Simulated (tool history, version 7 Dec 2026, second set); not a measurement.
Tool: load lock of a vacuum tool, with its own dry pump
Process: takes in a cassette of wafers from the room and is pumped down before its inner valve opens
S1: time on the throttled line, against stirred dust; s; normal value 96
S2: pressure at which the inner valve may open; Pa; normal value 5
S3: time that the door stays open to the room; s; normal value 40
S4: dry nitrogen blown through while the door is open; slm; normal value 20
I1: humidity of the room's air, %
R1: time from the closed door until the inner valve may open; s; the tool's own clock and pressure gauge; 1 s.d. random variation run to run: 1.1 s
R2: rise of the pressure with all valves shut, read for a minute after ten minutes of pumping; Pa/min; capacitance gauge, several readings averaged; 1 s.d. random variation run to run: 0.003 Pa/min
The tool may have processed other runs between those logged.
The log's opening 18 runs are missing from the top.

| run | hour | S1 | S2 | S3 | S4 | I1 | R1 | R2 |
|---|---|---|---|---|---|---|---|---|
| 19 | 1291.2 | 96 | 6 | 40 | 6 | 49.1 | 186.9 | 0.107 |
| 20 | 1389.4 | 96 | 6 | 40 | 6 | 45.2 | 183.8 | 0.105 |
| 21 | 1446.8 | 96 | 6 | 40 | 6 | 49 | 183.1 | 0.115 |
| 22 | 1547.6 | 96 | 6 | 94 | 4 | 44.6 | 188.4 | 0.125 |
| 23 | 1592.8 | 96 | 6 | 94 | 10 | 47.3 | 184.8 | 0.121 |
| 24 | 1687 | 112 | 6 | 232 | 4 | 45.2 | 199.3 | 0.143 |
| 25 | 1733.7 | 111 | 6 | 232 | 9 | 44.9 | 198.6 | 0.144 |
| 26 | 1790.7 | 108 | 5 | 26 | 20 | 43.3 | 198 | 0.111 |
| 27 | 1853.3 | 108 | 9 | 26 | 18 | 46.2 | 191.1 | 0.113 |
| 28 | 1908.2 | 48 | 9 | 102 | 18 | 44.9 | 148.3 | 0.119 |
| 29 | 1953.5 | 48 | 9 | 102 | 18 | 45.3 | 146.7 | 0.13 |
| 30 | 1999.5 | 96 | 6 | 101 | 15 | 42 | 186 | 0.125 |
| 31 | 2092 | 96 | 6 | 101 | 15 | 44.6 | 187.5 | 0.129 |
| 32 | 2140.8 | 56 | 5 | 40 | 6 | 44.2 | 159.8 | 0.126 |
| 33 | 2184.2 | 56 | 5 | 40 | 6 | 45.6 | 161.7 | 0.126 |
| 34 | 2279.5 | 56 | 5 | 40 | 6 | 47.1 | 160.8 | 0.126 |
| 35 | 2358.3 | 96 | 5 | 40 | 14 | 47.1 | 190.6 | 0.127 |
| 36 | 2442.1 | 97 | 5 | 40 | 35 | 45.2 | 190.3 | 0.123 |

Here are 3 independent what-if runs from the current tool condition. What would each one return?
| A | 2503.4 | 57 | 6 | 40 | 20 | 44.7 | ? | ? |
| B | 2503.4 | 97 | 5 | 45 | 35 | 45.2 | ? | ? |
| C | 2503.4 | 57 | 5 | 173 | 35 | 45.3 | ? | ? |

| run | R1 | R2 |
|---|---|---|
| A | 156.6 | 0.132 |
| B | 192 | 0.13 |
| C | 162.3 | 0.131 |
Stripped of hidden state, with their random variation kept, the same runs would have yielded:
| run | R1 | R2 |
|---|---|---|
| A | 148.4 | 0.019 |
| B | 184.6 | 0.016 |
| C | 153.7 | 0.02 |
